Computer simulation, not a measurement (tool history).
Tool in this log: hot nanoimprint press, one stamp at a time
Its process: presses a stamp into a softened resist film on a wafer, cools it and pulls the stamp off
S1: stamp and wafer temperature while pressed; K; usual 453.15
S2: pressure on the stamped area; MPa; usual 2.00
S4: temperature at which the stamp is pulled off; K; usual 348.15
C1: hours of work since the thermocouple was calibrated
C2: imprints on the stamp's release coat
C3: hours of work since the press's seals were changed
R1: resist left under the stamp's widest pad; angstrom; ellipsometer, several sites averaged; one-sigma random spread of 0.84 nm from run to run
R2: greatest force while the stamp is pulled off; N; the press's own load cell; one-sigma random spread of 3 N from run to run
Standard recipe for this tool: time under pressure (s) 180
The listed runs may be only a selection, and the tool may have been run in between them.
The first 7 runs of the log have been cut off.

{"run": 8, "hour": 60.4, "S1": 453.15, "S2": 2.0, "time under pressure (s)": 258, "S4": 348.15, "C1": 114, "C2": 591, "C3": 359, "R1": 1039, "R2": 182}
{"hour": 64.5, "done": "plate thermocouple calibrated"}
{"run": 9, "hour": 69.2, "S1": 453.15, "S2": 2.0, "time under pressure (s)": 180, "S4": 348.15, "C1": 3, "C2": 625, "C3": 363, "R1": 1153, "R2": 178}
{"run": 10, "hour": 77.0, "S1": 453.15, "S2": 2.0, "time under pressure (s)": 180, "S4": 348.15, "C1": 9, "C2": 671, "C3": 369, "R1": 1161, "R2": 177}
{"run": 11, "hour": 89.0, "S1": 453.15, "S2": 2.0, "time under pressure (s)": 93, "S4": 348.15, "C1": 18, "C2": 741, "C3": 378, "R1": 1351, "R2": 191}
{"run": 12, "hour": 96.8, "S1": 453.15, "S2": 2.0, "time under pressure (s)": 180, "S4": 340.15, "C1": 24, "C2": 787, "C3": 384, "R1": 1159, "R2": 222}
{"run": 13, "hour": 107.8, "S1": 453.15, "S2": 2.97, "time under pressure (s)": 180, "S4": 348.15, "C1": 32, "C2": 851, "C3": 392, "R1": 963, "R2": 192}
{"hour": 122.8, "done": "stamp cleaned and given a new release coat"}
{"run": 14, "hour": 126.7, "S1": 453.15, "S2": 2.97, "time under pressure (s)": 180, "S4": 348.15, "C1": 42, "C2": 23, "C3": 401, "R1": 969, "R2": 143}
{"hour": 131.7, "done": "plate thermocouple calibrated, once more"}
{"run": 15, "hour": 135.2, "S1": 453.15, "S2": 2.97, "time under pressure (s)": 180, "S4": 348.15, "C1": 3, "C2": 55, "C3": 405, "R1": 945, "R2": 143}
{"run": 16, "hour": 141.1, "S1": 461.15, "S2": 1.38, "time under pressure (s)": 229, "S4": 349.15, "C1": 7, "C2": 90, "C3": 410, "R1": 1084, "R2": 138}
{"run": 17, "hour": 148.7, "S1": 459.15, "S2": 2.05, "time under pressure (s)": 229, "S4": 349.15, "C1": 13, "C2": 134, "C3": 415, "R1": 917, "R2": 142}

What does the tool deliver on the next run?
{"run": 18, "hour": 159.7, "S1": 456.15, "S2": 2.0, "time under pressure (s)": 180, "S4": 348.15, "C1": 21, "C2": 199, "C3": 424, "R1": "?", "R2": "?"}

Run 18 yielded R1 1073 angstrom, R2 155 N.
Were there no unlogged condition in the tool, this run, its random variation unchanged, would have produced R1 1052 angstrom, R2 143 N.
